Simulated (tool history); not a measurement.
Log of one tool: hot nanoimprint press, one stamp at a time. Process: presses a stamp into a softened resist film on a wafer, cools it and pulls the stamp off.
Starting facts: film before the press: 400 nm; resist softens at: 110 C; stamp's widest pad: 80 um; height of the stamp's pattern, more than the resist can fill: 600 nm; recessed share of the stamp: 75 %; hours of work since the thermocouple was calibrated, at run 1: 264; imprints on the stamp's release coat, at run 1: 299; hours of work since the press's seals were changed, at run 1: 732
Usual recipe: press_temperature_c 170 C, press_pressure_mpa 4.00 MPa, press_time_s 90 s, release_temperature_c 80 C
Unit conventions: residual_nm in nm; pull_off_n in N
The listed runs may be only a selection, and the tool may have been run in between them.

run	hour	press_temperature_c	press_pressure_mpa	press_time_s	release_temperature_c	hours of work since the thermocouple was calibrated	imprints on the stamp's release coat	hours of work since the press's seals were changed	residual_nm	pull_off_n
1	0.0	170	4.00	90	80	264	299	732	175.8	102
2	43.9	177	4.00	90	80	296	500	764	125.2	104
3	110.4	177	4.00	90	80	346	804	813	124.5	104
# hour 140.0: stamp cleaned and given a new release coat
4	173.8	177	4.00	90	80	388	154	856	124.0	98
5	239.7	177	4.00	90	80	437	456	904	122.2	103
6	299.4	172	4.00	90	80	481	729	948	156.1	108
# hour 316.7: plate thermocouple calibrated
# hour 348.1: stamp cleaned and given a new release coat
7	348.1	170	4.00	134	80	19	0	978	166.0	100
8	411.3	170	4.00	134	80	65	289	1024	163.7	103
9	462.3	173	4.00	134	80	103	522	1062	140.0	103
10	519.0	173	4.00	134	80	145	782	1104	140.1	111
# hour 549.5: stamp cleaned and given a new release coat
11	587.3	170	5.40	90	80	191	174	1150	155.9	101
12	627.8	170	5.40	90	80	221	359	1180	157.3	105
13	666.3	170	4.00	90	85	249	535	1208	182.1	99
14	715.4	170	4.00	90	85	286	760	1245	180.3	101
# hour 753.3: stamp cleaned and given a new release coat
# hour 761.3: press's hydraulic seals changed and the load cell set to zero
15	761.3	170	4.00	90	85	309	0	0	174.1	94
16	799.3	170	4.52	90	76	337	174	28	163.1	104
17	857.5	170	3.30	57	80	380	441	71	222.4	104
18	887.1	170	5.24	143	80	402	576	93	127.2	106
19	954.9	162	4.57	96	66	452	886	143	235.8	123
# hour 964.2: stamp cleaned and given a new release coat
# hour 1021.0: plate thermocouple calibrated
20	1021.0	178	4.00	58	83	0	246	185	144.3	99
21	1081.7	176	3.70	64	80	45	524	230	159.4	107
22	1120.7	176	3.70	64	80	74	702	259	158.5	106
# hour 1172.0: stamp cleaned and given a new release coat
23	1177.8	176	3.70	64	80	111	26	297	158.5	99
24	1230.2	164	3.70	158	82	150	266	335	213.3	102
25	1274.6	164	3.70	158	82	183	469	368	211.6	104
26	1339.2	164	3.70	158	82	231	764	416	209.4	105
# hour 1376.1: stamp cleaned and given a new release coat
27	1382.6	164	5.73	127	82	258	29	444	177.3	99
28	1417.7	164	5.73	127	82	284	190	470	178.6	98

Forecast each of these 3 alternatives for the next run:
A	1485.0	164	3.97	127	82	334	498	519	?	?
B	1485.0	170	4.00	90	84	334	498	519	?	?
C	1485.0	164	3.73	127	82	334	498	519	?	?

run	residual_nm	pull_off_n
A	216.0	102
B	174.9	98
C	219.4	99
Without the tool's unlogged condition, the same runs would have read:
run	residual_nm	pull_off_n
A	224.6	97
B	181.5	93
C	228.0	95

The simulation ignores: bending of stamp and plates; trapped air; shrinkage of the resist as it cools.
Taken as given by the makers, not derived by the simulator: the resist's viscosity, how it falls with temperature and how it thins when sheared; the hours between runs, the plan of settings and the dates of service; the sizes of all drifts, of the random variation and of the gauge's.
